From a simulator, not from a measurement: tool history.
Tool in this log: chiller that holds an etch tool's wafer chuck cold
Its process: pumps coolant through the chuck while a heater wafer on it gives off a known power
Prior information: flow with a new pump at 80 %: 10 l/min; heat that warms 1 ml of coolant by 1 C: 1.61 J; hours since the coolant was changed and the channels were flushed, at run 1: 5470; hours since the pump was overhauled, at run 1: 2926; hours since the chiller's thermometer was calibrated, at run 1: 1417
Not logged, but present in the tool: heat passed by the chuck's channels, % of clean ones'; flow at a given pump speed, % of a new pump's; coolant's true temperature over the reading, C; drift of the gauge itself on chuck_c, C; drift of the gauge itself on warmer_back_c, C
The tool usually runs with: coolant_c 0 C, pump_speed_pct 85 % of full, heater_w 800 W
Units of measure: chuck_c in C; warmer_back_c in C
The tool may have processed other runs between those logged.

| run | hour | coolant_c | pump_speed_pct | heater_w | hours since the coolant was changed and the channels were flushed | hours since the pump was overhauled | hours since the chiller's thermometer was calibrated | chuck_c | warmer_back_c |
|---|---|---|---|---|---|---|---|---|---|
| 1 | 0 | 0 | 85 | 800 | 5470 | 2926 | 1417 | 9.3 | 2.87 |
| 2 | 112.8 | 0 | 85 | 800 | 5583 | 3039 | 1530 | 9.3 | 2.89 |
| 3 | 191.8 | 0 | 85 | 800 | 5662 | 3118 | 1609 | 9.5 | 2.84 |
| 4 | 276.1 | 0 | 85 | 421 | 5746 | 3203 | 1693 | 5 | 1.45 |
| 5 | 369.2 | 0 | 85 | 421 | 5839 | 3296 | 1787 | 5 | 1.5 |
| 6 | 454 | 0 | 85 | 420 | 5924 | 3381 | 1871 | 5 | 1.52 |
| 7 | 566.2 | 0 | 85 | 420 | 6036 | 3493 | 1984 | 4.9 | 1.52 |
| 8 | 625 | -1 | 85 | 800 | 6095 | 3552 | 2042 | 8.4 | 2.89 |
| 9 | 754.8 | 0 | 84 | 800 | 6225 | 3681 | 2172 | 9.8 | 2.94 |

Run 10 comes next. What will it give?
| 10 | 828 | 0 | 68 | 822 | 6298 | 3754 | 2245 | ? | ? |

{"run 10": {"chuck_c": 11.4, "warmer_back_c": 3.78}}
Were there no unlogged condition in the tool, this run, its random variation unchanged, would have produced chuck_c 9.6 C, warmer_back_c 3.63 C.

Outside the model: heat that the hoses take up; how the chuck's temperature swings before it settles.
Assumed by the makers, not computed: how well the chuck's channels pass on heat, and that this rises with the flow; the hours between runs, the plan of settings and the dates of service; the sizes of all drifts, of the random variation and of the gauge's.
